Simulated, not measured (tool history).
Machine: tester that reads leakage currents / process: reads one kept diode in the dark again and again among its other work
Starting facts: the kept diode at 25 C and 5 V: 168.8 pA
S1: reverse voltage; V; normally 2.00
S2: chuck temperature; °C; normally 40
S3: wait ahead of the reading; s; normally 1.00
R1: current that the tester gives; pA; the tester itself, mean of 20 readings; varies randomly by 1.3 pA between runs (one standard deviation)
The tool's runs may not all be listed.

run	hour	S1	S2	S3	R1
1	0.0	2.00	40	1.00	436.09
2	40.4	4.79	40	1.00	616.30
3	80.4	2.00	39	1.00	402.64
4	100.9	1.04	40	1.00	338.21
5	129.5	1.04	40	1.00	336.57
# hour 146.5: probe card cleaned and baked
6	155.7	1.04	40	1.00	338.71
7	202.0	1.04	40	1.00	335.96
8	243.1	1.04	40	1.00	338.02
9	293.2	2.00	40	1.09	436.24
10	324.2	2.00	40	0.41	436.57
11	370.3	2.00	40	0.41	435.90
12	393.8	2.00	40	0.41	435.52
13	424.7	2.00	40	1.00	435.96
14	467.8	2.00	40	1.00	436.45
15	499.6	1.50	32	1.00	196.14
16	545.2	1.50	32	1.00	195.98

What will run 17 give?
17	578.0	1.50	32	1.00	?

{"run 17": {"R1": 197.82}}
Take away the tool's hidden state, keep the run-to-run variation as it was, and the same run would have given R1 198.15 pA.
